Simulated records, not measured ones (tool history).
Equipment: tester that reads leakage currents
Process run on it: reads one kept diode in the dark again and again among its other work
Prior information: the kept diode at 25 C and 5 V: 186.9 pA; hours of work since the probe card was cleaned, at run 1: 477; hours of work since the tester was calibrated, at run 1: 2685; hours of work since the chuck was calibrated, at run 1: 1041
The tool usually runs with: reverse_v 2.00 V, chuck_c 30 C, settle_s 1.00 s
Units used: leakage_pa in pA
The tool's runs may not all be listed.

| run | hour | reverse_v | chuck_c | settle_s | hours of work since the probe card was cleaned | hours of work since the tester was calibrated | hours of work since the chuck was calibrated | leakage_pa |
|---|---|---|---|---|---|---|---|---|
| 1 | 0.0 | 2.00 | 30 | 1.00 | 477 | 2685 | 1041 | 180.72 |
| 2 | 108.1 | 2.00 | 30 | 1.00 | 547 | 2755 | 1111 | 179.44 |
|  | 170.5 | chuck's temperature calibrated |
| 3 | 191.8 | 13.19 | 30 | 1.00 | 600 | 2808 | 14 | 432.10 |
| 4 | 300.0 | 2.00 | 30 | 1.00 | 670 | 2878 | 84 | 195.83 |
| 5 | 404.5 | 2.00 | 30 | 1.00 | 738 | 2946 | 151 | 195.66 |
| 6 | 458.7 | 2.00 | 30 | 1.00 | 773 | 2981 | 187 | 195.54 |
| 7 | 523.5 | 2.00 | 54 | 1.00 | 815 | 3023 | 229 | 1079.46 |
| 8 | 608.1 | 2.00 | 54 | 1.00 | 870 | 3077 | 283 | 1076.53 |
|  | 669.8 | tester calibrated |
| 9 | 669.8 | 5.36 | 30 | 1.00 | 909 | 0 | 322 | 289.52 |
| 10 | 748.0 | 5.36 | 30 | 1.00 | 959 | 51 | 373 | 289.10 |
|  | 849.1 | probe card cleaned and baked |
| 11 | 853.7 | 5.36 | 30 | 1.00 | 3 | 117 | 439 | 272.85 |
| 12 | 900.7 | 5.36 | 30 | 1.00 | 33 | 148 | 470 | 273.07 |
| 13 | 980.2 | 5.36 | 30 | 1.00 | 85 | 199 | 521 | 272.75 |
|  | 1070.4 | tester calibrated, once more |
| 14 | 1070.4 | 2.00 | 30 | 1.00 | 142 | 0 | 578 | 190.91 |
| 15 | 1139.8 | 2.00 | 30 | 1.00 | 187 | 45 | 623 | 192.39 |
| 16 | 1190.1 | 2.00 | 36 | 1.00 | 220 | 77 | 656 | 299.97 |
| 17 | 1277.3 | 2.00 | 36 | 1.00 | 276 | 134 | 712 | 298.40 |
| 18 | 1355.3 | 2.00 | 36 | 1.00 | 326 | 184 | 763 | 299.11 |
| 19 | 1450.7 | 2.00 | 36 | 1.00 | 388 | 246 | 824 | 298.32 |
| 20 | 1511.0 | 2.00 | 36 | 1.00 | 427 | 285 | 863 | 296.22 |
| 21 | 1562.4 | 2.00 | 36 | 1.00 | 461 | 319 | 897 | 296.61 |
| 22 | 1619.4 | 2.00 | 20 | 1.00 | 498 | 355 | 934 | 85.56 |
| 23 | 1679.4 | 1.92 | 22 | 4.70 | 536 | 394 | 972 | 98.06 |
| 24 | 1756.0 | 12.37 | 41 | 4.70 | 586 | 444 | 1022 | 891.75 |
| 25 | 1835.8 | 12.37 | 41 | 4.70 | 638 | 496 | 1074 | 880.88 |
| 26 | 1910.1 | 12.37 | 41 | 4.70 | 686 | 544 | 1122 | 881.78 |
|  | 1960.7 | chuck's temperature calibrated |
| 27 | 1979.4 | 6.94 | 30 | 1.00 | 729 | 587 | 12 | 332.45 |
| 28 | 2084.6 | 4.28 | 39 | 0.74 | 797 | 655 | 80 | 525.69 |
| 29 | 2191.2 | 4.28 | 39 | 0.74 | 866 | 724 | 149 | 519.75 |
| 30 | 2238.5 | 4.28 | 39 | 0.74 | 897 | 755 | 180 | 523.36 |
| 31 | 2299.2 | 4.28 | 44 | 0.68 | 936 | 794 | 219 | 742.93 |
| 32 | 2373.9 | 4.28 | 44 | 0.68 | 985 | 843 | 268 | 741.54 |
|  | 2441.5 | probe card cleaned and baked |
| 33 | 2461.0 | 4.28 | 44 | 0.68 | 13 | 897 | 322 | 728.84 |
| 34 | 2535.2 | 2.00 | 30 | 5.58 | 61 | 945 | 370 | 187.95 |
| 35 | 2591.2 | 1.13 | 36 | 0.79 | 97 | 981 | 406 | 236.42 |
| 36 | 2662.4 | 6.74 | 21 | 0.34 | 143 | 1028 | 452 | 153.73 |
| 37 | 2763.2 | 8.62 | 30 | 1.00 | 208 | 1093 | 518 | 337.92 |
| 38 | 2868.8 | 2.00 | 55 | 9.94 | 277 | 1161 | 586 | 1124.16 |
| 39 | 2925.0 | 2.00 | 55 | 9.94 | 313 | 1198 | 622 | 1120.45 |

Hidden state at the last listed run before each entry between runs and at the first one after, where it differs:
Run 2 -> run 3: chuck's temperature calibrated (hour 170.5)
  stray current of the dirty probe card, pA a volt: 1.601 -> 1.741; current scale over the true one, %: -2.07 -> -2.12; true chuck temperature over the reading, C: -0.95 -> 0.23
  measured value less the no-hidden-state value, leakage_pa: -14.55 -> +20.80 pA
Run 8 -> run 9: tester calibrated (hour 669.8)
  stray current of the dirty probe card, pA a volt: 2.476 -> 2.593; current scale over the true one, %: -2.34 -> -3.67; true chuck temperature over the reading, C: -0.01 -> -0.04
  measured value less the no-hidden-state value, leakage_pa: -21.25 -> +1.90 pA
Run 10 -> run 11: probe card cleaned and baked (hour 849.1)
  stray current of the dirty probe card, pA a volt: 2.727 -> 0.034; current scale over the true one, %: -3.71 -> -3.76; true chuck temperature over the reading, C: -0.09 -> -0.15
  measured value less the no-hidden-state value, leakage_pa: +1.43 -> -13.81 pA
Run 13 -> run 14: tester calibrated, once more (hour 1070.4)
  stray current of the dirty probe card, pA a volt: 0.262 -> 0.436; current scale over the true one, %: -3.83 -> 0.19; true chuck temperature over the reading, C: -0.22 -> -0.27
  measured value less the no-hidden-state value, leakage_pa: -14.42 -> -2.82 pA
Run 26 -> run 27: chuck's temperature calibrated (hour 1960.7)
  stray current of the dirty probe card, pA a volt: 1.963 -> 2.083; current scale over the true one, %: -0.25 -> -0.28; true chuck temperature over the reading, C: -0.77 -> 0.01
  measured value less the no-hidden-state value, leakage_pa: -27.84 -> +13.57 pA
Run 32 -> run 33: probe card cleaned and baked (hour 2441.5)
  stray current of the dirty probe card, pA a volt: 2.792 -> 0.062; current scale over the true one, %: -0.49 -> -0.54; true chuck temperature over the reading, C: -0.23 -> -0.27
  measured value less the no-hidden-state value, leakage_pa: -3.80 -> -18.21 pA
